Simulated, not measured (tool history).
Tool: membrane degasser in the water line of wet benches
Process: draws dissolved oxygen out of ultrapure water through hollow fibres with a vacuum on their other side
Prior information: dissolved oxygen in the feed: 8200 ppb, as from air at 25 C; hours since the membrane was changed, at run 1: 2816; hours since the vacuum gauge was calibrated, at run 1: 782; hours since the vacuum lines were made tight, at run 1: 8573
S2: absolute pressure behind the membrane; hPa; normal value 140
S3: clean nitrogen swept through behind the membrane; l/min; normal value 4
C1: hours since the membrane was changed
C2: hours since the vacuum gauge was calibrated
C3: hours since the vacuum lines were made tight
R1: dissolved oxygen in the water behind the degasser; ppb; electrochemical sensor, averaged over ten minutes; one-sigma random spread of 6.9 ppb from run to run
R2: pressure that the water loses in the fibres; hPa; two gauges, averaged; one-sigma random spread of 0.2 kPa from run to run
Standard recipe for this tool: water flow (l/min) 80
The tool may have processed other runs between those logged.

{"run": 1, "day": 0.0, "water flow (l/min)": 80, "S2": 140, "S3": 4, "C1": 2816, "C2": 782, "C3": 8573, "R1": 701.4, "R2": 462.1}
{"run": 2, "day": 4.95, "water flow (l/min)": 80, "S2": 140, "S3": 4, "C1": 2935, "C2": 901, "C3": 8692, "R1": 692.7, "R2": 461.9}
{"day": 6.646, "done": "seals of the vacuum lines changed"}
{"run": 3, "day": 9.512, "water flow (l/min)": 115, "S2": 140, "S3": 4, "C1": 3042, "C2": 1009, "C3": 69, "R1": 1052, "R2": 665.1}
{"run": 4, "day": 17.438, "water flow (l/min)": 115, "S2": 140, "S3": 4, "C1": 3232, "C2": 1199, "C3": 259, "R1": 1057.2, "R2": 663.5}
{"run": 5, "day": 23.35, "water flow (l/min)": 115, "S2": 140, "S3": 4, "C1": 3374, "C2": 1341, "C3": 401, "R1": 1054.7, "R2": 665.6}
{"run": 6, "day": 29.825, "water flow (l/min)": 80, "S2": 140, "S3": 4, "C1": 3530, "C2": 1496, "C3": 556, "R1": 715.4, "R2": 461.6}
{"day": 30.271, "done": "vacuum gauge calibrated"}
{"run": 7, "day": 37.5, "water flow (l/min)": 80, "S2": 140, "S3": 2.95, "C1": 3713, "C2": 173, "C3": 740, "R1": 837.3, "R2": 462.3}
{"run": 8, "day": 42.75, "water flow (l/min)": 80, "S2": 140, "S3": 7.91, "C1": 3839, "C2": 299, "C3": 866, "R1": 510.5, "R2": 463.2}
{"run": 9, "day": 52.504, "water flow (l/min)": 80, "S2": 140, "S3": 7.91, "C1": 4073, "C2": 534, "C3": 1100, "R1": 517.9, "R2": 463.9}
{"run": 10, "day": 57.733, "water flow (l/min)": 80, "S2": 140, "S3": 7.91, "C1": 4199, "C2": 659, "C3": 1226, "R1": 518.1, "R2": 463.6}
{"run": 11, "day": 64.242, "water flow (l/min)": 80, "S2": 140, "S3": 4.55, "C1": 4355, "C2": 815, "C3": 1382, "R1": 664.9, "R2": 466.7}
{"run": 12, "day": 72.608, "water flow (l/min)": 80, "S2": 90, "S3": 7.35, "C1": 4556, "C2": 1016, "C3": 1583, "R1": 424.7, "R2": 461.4}
{"day": 79.692, "done": "vacuum gauge calibrated, once more"}
{"run": 13, "day": 81.358, "water flow (l/min)": 80, "S2": 102, "S3": 1.93, "C1": 4765, "C2": 40, "C3": 1792, "R1": 807.4, "R2": 461.1}
{"run": 14, "day": 89.304, "water flow (l/min)": 76, "S2": 209, "S3": 1.93, "C1": 4956, "C2": 231, "C3": 1983, "R1": 1411.1, "R2": 442.2}
{"run": 15, "day": 93.546, "water flow (l/min)": 80, "S2": 198, "S3": 4, "C1": 5058, "C2": 333, "C3": 2085, "R1": 920.5, "R2": 465.5}
{"run": 16, "day": 104.004, "water flow (l/min)": 80, "S2": 219, "S3": 3.99, "C1": 5309, "C2": 584, "C3": 2336, "R1": 987.3, "R2": 467.6}
{"run": 17, "day": 108.875, "water flow (l/min)": 67, "S2": 174, "S3": 1.65, "C1": 5426, "C2": 700, "C3": 2453, "R1": 1214.8, "R2": 390}
{"run": 18, "day": 116.129, "water flow (l/min)": 67, "S2": 326, "S3": 2.3, "C1": 5600, "C2": 874, "C3": 2627, "R1": 1676.8, "R2": 394.4}
{"run": 19, "day": 124.196, "water flow (l/min)": 49, "S2": 166, "S3": 10.63, "C1": 5794, "C2": 1068, "C3": 2820, "R1": 249.8, "R2": 285.1}

Predict each of these 4 candidate next runs independently; none follows another, all start after run 19:
{"run": "A", "day": 133.9, "water flow (l/min)": 70, "S2": 207, "S3": 9.14, "C1": 6026, "C2": 1301, "C3": 3053, "R1": "?", "R2": "?"}
{"run": "B", "day": 133.9, "water flow (l/min)": 80, "S2": 128, "S3": 4, "C1": 6026, "C2": 1301, "C3": 3053, "R1": "?", "R2": "?"}
{"run": "C", "day": 133.9, "water flow (l/min)": 80, "S2": 140, "S3": 6.49, "C1": 6026, "C2": 1301, "C3": 3053, "R1": "?", "R2": "?"}
{"run": "D", "day": 133.9, "water flow (l/min)": 80, "S2": 313, "S3": 5.55, "C1": 6026, "C2": 1301, "C3": 3053, "R1": "?", "R2": "?"}

run=A R1=517.3 R2=411.8
run=B R1=671.4 R2=471.4
run=C R1=572.5 R2=467.6
run=D R1=1078.8 R2=468.8
With the hidden condition removed and each run's random variation left untouched, the same runs would have given:
run=A R1=493.1 R2=399
run=B R1=642.1 R2=456.8
run=C R1=543.1 R2=453
run=D R1=1052.2 R2=454.2
